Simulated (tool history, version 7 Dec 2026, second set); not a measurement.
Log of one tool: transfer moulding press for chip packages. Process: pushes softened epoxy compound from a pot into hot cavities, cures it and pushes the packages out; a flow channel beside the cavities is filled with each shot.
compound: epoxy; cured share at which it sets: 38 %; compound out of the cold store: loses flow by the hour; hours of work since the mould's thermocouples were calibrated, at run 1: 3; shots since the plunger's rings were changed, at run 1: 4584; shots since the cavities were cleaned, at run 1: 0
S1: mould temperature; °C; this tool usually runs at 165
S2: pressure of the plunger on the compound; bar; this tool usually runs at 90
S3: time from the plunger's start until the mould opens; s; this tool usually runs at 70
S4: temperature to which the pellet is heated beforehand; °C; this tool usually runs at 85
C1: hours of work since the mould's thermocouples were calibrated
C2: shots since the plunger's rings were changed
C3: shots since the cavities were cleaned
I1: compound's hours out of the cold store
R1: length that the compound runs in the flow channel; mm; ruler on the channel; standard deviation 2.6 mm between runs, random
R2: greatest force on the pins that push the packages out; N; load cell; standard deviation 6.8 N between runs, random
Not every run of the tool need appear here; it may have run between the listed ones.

| run | day | S1 | S2 | S3 | S4 | C1 | C2 | C3 | I1 | R1 | R2 |
|---|---|---|---|---|---|---|---|---|---|---|---|
| 1 | 0 | 165 | 90 | 70 | 85 | 3 | 4584 | 0 | 11.8 | 556 | 287 |
|  | 0.892 | plunger's sealing rings changed |
| 2 | 1.033 | 165 | 90 | 70 | 85 | 20 | 58 | 377 | 46.5 | 497 | 264 |
| 3 | 1.825 | 165 | 90 | 70 | 85 | 34 | 379 | 698 | 13.5 | 558 | 279 |
| 4 | 2.571 | 165 | 90 | 70 | 85 | 48 | 682 | 1001 | 10.8 | 557 | 290 |
|  | 3 | cavities cleaned with cleaning compound and waxed |
| 5 | 3.146 | 165 | 90 | 70 | 85 | 57 | 892 | 61 | 9.6 | 562 | 291 |
| 6 | 3.979 | 165 | 98.8 | 70 | 85 | 73 | 1231 | 400 | 21.8 | 564 | 281 |
| 7 | 4.5 | 165 | 90 | 70 | 85 | 82 | 1441 | 610 | 13.3 | 555 | 293 |
| 8 | 5.412 | 165 | 90 | 70 | 85 | 99 | 1812 | 981 | 17.9 | 543 | 274 |
|  | 5.925 | cavities cleaned with cleaning compound and waxed |
| 9 | 6.383 | 165 | 90 | 70 | 85 | 115 | 2181 | 186 | 26.6 | 527 | 261 |
| 10 | 7.046 | 165 | 71.8 | 70 | 85 | 127 | 2451 | 456 | 37.4 | 460 | 281 |
| 11 | 7.746 | 165 | 71.8 | 70 | 85 | 140 | 2734 | 739 | 15.8 | 490 | 280 |
|  | 8.792 | cavities cleaned with cleaning compound and waxed |
| 12 | 8.879 | 165 | 71.8 | 70 | 85 | 160 | 3170 | 35 | 20 | 482 | 286 |
| 13 | 9.375 | 158 | 71.8 | 70 | 85 | 169 | 3372 | 237 | 35.7 | 474 | 483 |
| 14 | 10.221 | 158 | 71.8 | 70 | 85 | 184 | 3715 | 580 | 29.4 | 488 | 491 |
| 15 | 10.754 | 158 | 71.8 | 84 | 87 | 194 | 3932 | 797 | 42.1 | 467 | 309 |
| 16 | 11.575 | 158 | 71.8 | 84 | 87 | 209 | 4265 | 1130 | 43.5 | 464 | 319 |
|  | 11.683 | cavities cleaned with cleaning compound and waxed |
| 17 | 12.112 | 172 | 77.8 | 108 | 77 | 218 | 4458 | 173 | 39.7 | 461 | 201 |
| 18 | 12.608 | 165 | 95.2 | 70 | 79 | 227 | 4660 | 375 | 36.8 | 532 | 281 |
|  | 13.317 | plunger's sealing rings changed |
| 19 | 13.317 | 169 | 90 | 90 | 85 | 238 | 0 | 621 | 33.6 | 514 | 201 |
| 20 | 14.317 | 169 | 74.2 | 90 | 91 | 256 | 406 | 1027 | 37 | 459 | 201 |
|  | 14.679 | cavities cleaned with cleaning compound and waxed |
| 21 | 15.238 | 165 | 90 | 68 | 85 | 272 | 755 | 228 | 17.5 | 550 | 314 |
| 22 | 15.829 | 165 | 90 | 54 | 88 | 283 | 994 | 467 | 46.3 | 499 | 446 |
| 23 | 16.846 | 158 | 90 | 54 | 79 | 302 | 1409 | 882 | 41 | 524 | 770 |

Consider 3 possible next runs. They are alternatives, not a sequence: every one starts from the tool as it was left by run 23. What does each give?
|  | 17.538 | cavities cleaned with cleaning compound and waxed |
| A | 17.679 | 161 | 71.8 | 70 | 89 | 316 | 1721 | 57 | 38.2 | ? | ? |
|  | 17.538 | cavities cleaned with cleaning compound and waxed |
| B | 17.679 | 165 | 90 | 74 | 85 | 316 | 1721 | 57 | 15.8 | ? | ? |
|  | 17.538 | cavities cleaned with cleaning compound and waxed |
| C | 17.679 | 158 | 89.5 | 99 | 90 | 316 | 1721 | 57 | 27.1 | ? | ? |

| run | R1 | R2 |
|---|---|---|
| A | 468 | 355 |
| B | 548 | 264 |
| C | 546 | 240 |
Had the tool no hidden state, the same runs would have come out as:
| run | R1 | R2 |
|---|---|---|
| A | 469 | 355 |
| B | 548 | 263 |
| C | 547 | 240 |

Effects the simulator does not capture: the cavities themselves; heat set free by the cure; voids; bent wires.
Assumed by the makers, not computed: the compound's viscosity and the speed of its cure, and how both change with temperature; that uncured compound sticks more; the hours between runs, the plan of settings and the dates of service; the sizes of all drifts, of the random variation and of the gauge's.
